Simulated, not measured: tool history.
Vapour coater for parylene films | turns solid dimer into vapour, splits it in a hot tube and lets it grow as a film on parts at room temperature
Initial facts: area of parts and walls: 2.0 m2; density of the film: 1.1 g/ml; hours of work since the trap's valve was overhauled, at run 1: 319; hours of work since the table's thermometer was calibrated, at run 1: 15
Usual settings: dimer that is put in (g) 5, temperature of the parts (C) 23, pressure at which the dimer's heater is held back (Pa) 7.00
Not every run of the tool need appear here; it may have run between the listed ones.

run   hour  dimer that is put in (g)  temperature of the parts (C)  pressure at which the dimer's heater is held back (Pa)  hours of work since the trap's valve was overhauled  hours of work since the table's thermometer was calibrated  thickness of the film (um)
  1    0.0                         5                            23                                                    7.00                                                  319                                                          15                        1.18
       6.6  -- trap's valve overhauled
  2   31.7                         5                            23                                                    7.00                                                   14                                                          31                        1.33
  3   52.0                         5                            23                                                    7.00                                                   25                                                          42                        1.33
  4   81.6                         5                            23                                                    7.00                                                   42                                                          58                        1.30
  5  102.0                         5                            23                                                    7.00                                                   53                                                          70                        1.30
  6  119.2                         5                            23                                                    7.00                                                   63                                                          79                        1.32
  7  139.0                         5                            33                                                    7.00                                                   74                                                          90                        1.03
  8  165.4                         5                            33                                                    7.00                                                   88                                                         105                        1.03
  9  194.0                         5                            23                                                    5.51                                                  104                                                         121                        1.33
 10  214.6                         5                            23                                                    5.51                                                  116                                                         132                        1.32
 11  233.1                         5                            23                                                    4.83                                                  126                                                         143                        1.37
 12  264.7                         5                            23                                                    4.83                                                  144                                                         160                        1.36
 13  281.1                         5                            27                                                    7.00                                                  153                                                         169                        1.15
 14  312.5                         5                            22                                                    3.50                                                  170                                                         187                        1.43
 15  328.3                         5                            22                                                    3.50                                                  179                                                         196                        1.43
 16  358.8                         5                            31                                                    7.00                                                  196                                                         213                        1.05
 17  374.2                         5                            18                                                    4.28                                                  205                                                         221                        1.49
 18  388.5                         5                            28                                                    7.25                                                  213                                                         229                        1.10
 19  406.8                         2                            23                                                    7.00                                                  223                                                         239                        0.49
 20  438.8                         6                            23                                                    7.00                                                  241                                                         257                        1.45

Run 21 is up next; what results do you expect?
 21  465.0                         6                            23                                                    7.00                                                  255                                                         272                           ?

{"run 21": {"thickness of the film (um)": 1.47}}
Were there no unlogged condition in the tool, this run, its random variation unchanged, would have produced thickness of the film (um) 1.61.

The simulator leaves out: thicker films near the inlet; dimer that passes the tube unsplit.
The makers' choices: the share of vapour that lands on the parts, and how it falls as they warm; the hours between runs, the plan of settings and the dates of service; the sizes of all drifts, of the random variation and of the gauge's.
